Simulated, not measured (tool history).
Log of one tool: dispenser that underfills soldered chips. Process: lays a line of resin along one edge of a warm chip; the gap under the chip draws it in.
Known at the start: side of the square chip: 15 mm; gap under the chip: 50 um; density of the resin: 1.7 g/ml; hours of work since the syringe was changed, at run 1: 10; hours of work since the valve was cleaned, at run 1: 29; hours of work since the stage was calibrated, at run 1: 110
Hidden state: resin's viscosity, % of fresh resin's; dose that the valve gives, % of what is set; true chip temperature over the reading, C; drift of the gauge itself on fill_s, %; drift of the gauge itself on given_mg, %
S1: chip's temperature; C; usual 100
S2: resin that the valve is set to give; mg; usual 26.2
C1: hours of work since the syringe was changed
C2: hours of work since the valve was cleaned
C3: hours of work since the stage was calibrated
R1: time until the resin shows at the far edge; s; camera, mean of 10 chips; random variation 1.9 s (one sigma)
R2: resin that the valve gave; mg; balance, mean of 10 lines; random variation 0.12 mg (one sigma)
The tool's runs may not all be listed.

{"run": 1, "hour": 0.0, "S1": 100, "S2": 26.2, "C1": 10, "C2": 29, "C3": 110, "R1": 258.6, "R2": 26.06}
{"hour": 2.5, "done": "new syringe of resin"}
{"run": 2, "hour": 8.1, "S1": 100, "S2": 26.2, "C1": 4, "C2": 34, "C3": 116, "R1": 203, "R2": 25.72}
{"run": 3, "hour": 17.0, "S1": 100, "S2": 26.2, "C1": 10, "C2": 40, "C3": 121, "R1": 250.1, "R2": 25.84}
{"hour": 19.2, "done": "new syringe of resin"}
{"run": 4, "hour": 26.1, "S1": 100, "S2": 26.2, "C1": 5, "C2": 46, "C3": 127, "R1": 207.2, "R2": 25.79}
{"hour": 36.2, "done": "new syringe of resin"}
{"run": 5, "hour": 37.5, "S1": 96, "S2": 26.2, "C1": 1, "C2": 53, "C3": 135, "R1": 218.5, "R2": 25.54}
{"run": 6, "hour": 43.8, "S1": 96, "S2": 26.2, "C1": 5, "C2": 58, "C3": 139, "R1": 254.7, "R2": 25.31}
{"hour": 53.6, "done": "new syringe of resin"}
{"run": 7, "hour": 54.9, "S1": 109, "S2": 26.2, "C1": 1, "C2": 65, "C3": 146, "R1": 128, "R2": 25.17}
{"run": 8, "hour": 61.2, "S1": 100, "S2": 33.5, "C1": 5, "C2": 69, "C3": 150, "R1": 202.8, "R2": 32.37}
{"hour": 71.0, "done": "new syringe of resin"}
{"run": 9, "hour": 72.7, "S1": 100, "S2": 33.5, "C1": 1, "C2": 76, "C3": 158, "R1": 174.3, "R2": 32.15}
{"hour": 84.0, "done": "dispensing valve cleaned and set on the balance"}
{"run": 10, "hour": 84.1, "S1": 100, "S2": 26.2, "C1": 8, "C2": 0, "C3": 165, "R1": 236.3, "R2": 26.09}
{"hour": 88.7, "done": "new syringe of resin"}
{"run": 11, "hour": 93.5, "S1": 95, "S2": 26.2, "C1": 3, "C2": 6, "C3": 171, "R1": 242.2, "R2": 25.92}
{"run": 12, "hour": 100.2, "S1": 110, "S2": 26.2, "C1": 8, "C2": 11, "C3": 175, "R1": 150.5, "R2": 25.9}
{"hour": 105.7, "done": "new syringe of resin"}
{"run": 13, "hour": 110.5, "S1": 104, "S2": 26.2, "C1": 3, "C2": 17, "C3": 182, "R1": 168.6, "R2": 25.73}
{"run": 14, "hour": 117.3, "S1": 92, "S2": 30.7, "C1": 8, "C2": 22, "C3": 187, "R1": 313.4, "R2": 30.25}
{"hour": 122.7, "done": "new syringe of resin"}
{"run": 15, "hour": 125.9, "S1": 96, "S2": 26.4, "C1": 2, "C2": 27, "C3": 192, "R1": 227.3, "R2": 25.96}
{"run": 16, "hour": 136.0, "S1": 113, "S2": 24.5, "C1": 9, "C2": 34, "C3": 199, "R1": 146, "R2": 24}
{"hour": 140.0, "done": "new syringe of resin"}
{"run": 17, "hour": 142.7, "S1": 112, "S2": 28.5, "C1": 2, "C2": 38, "C3": 203, "R1": 108.8, "R2": 27.92}
{"run": 18, "hour": 153.2, "S1": 90, "S2": 33.6, "C1": 9, "C2": 46, "C3": 210, "R1": 345.8, "R2": 32.72}
{"hour": 157.3, "done": "new syringe of resin"}
{"run": 19, "hour": 162.4, "S1": 100, "S2": 25, "C1": 3, "C2": 51, "C3": 216, "R1": 197.5, "R2": 24.29}
{"run": 20, "hour": 171.6, "S1": 88, "S2": 32.9, "C1": 10, "C2": 58, "C3": 222, "R1": 393.3, "R2": 31.77}
{"hour": 174.4, "done": "new syringe of resin"}
{"run": 21, "hour": 180.8, "S1": 88, "S2": 32.9, "C1": 4, "C2": 64, "C3": 228, "R1": 336.8, "R2": 31.72}
{"hour": 191.4, "done": "new syringe of resin"}
{"run": 22, "hour": 191.5, "S1": 89, "S2": 25.3, "C1": 0, "C2": 71, "C3": 235, "R1": 283.3, "R2": 24.45}

The next listed run, before its measurement:
{"run": 23, "hour": 196.7, "S1": 89, "S2": 25.3, "C1": 4, "C2": 74, "C3": 239, "R1": "?", "R2": "?"}

R1: 321.7 s
R2: 24.25 mg
Without the tool's hidden state the same run would have given R1 304.1 s, R2 25.23 mg.

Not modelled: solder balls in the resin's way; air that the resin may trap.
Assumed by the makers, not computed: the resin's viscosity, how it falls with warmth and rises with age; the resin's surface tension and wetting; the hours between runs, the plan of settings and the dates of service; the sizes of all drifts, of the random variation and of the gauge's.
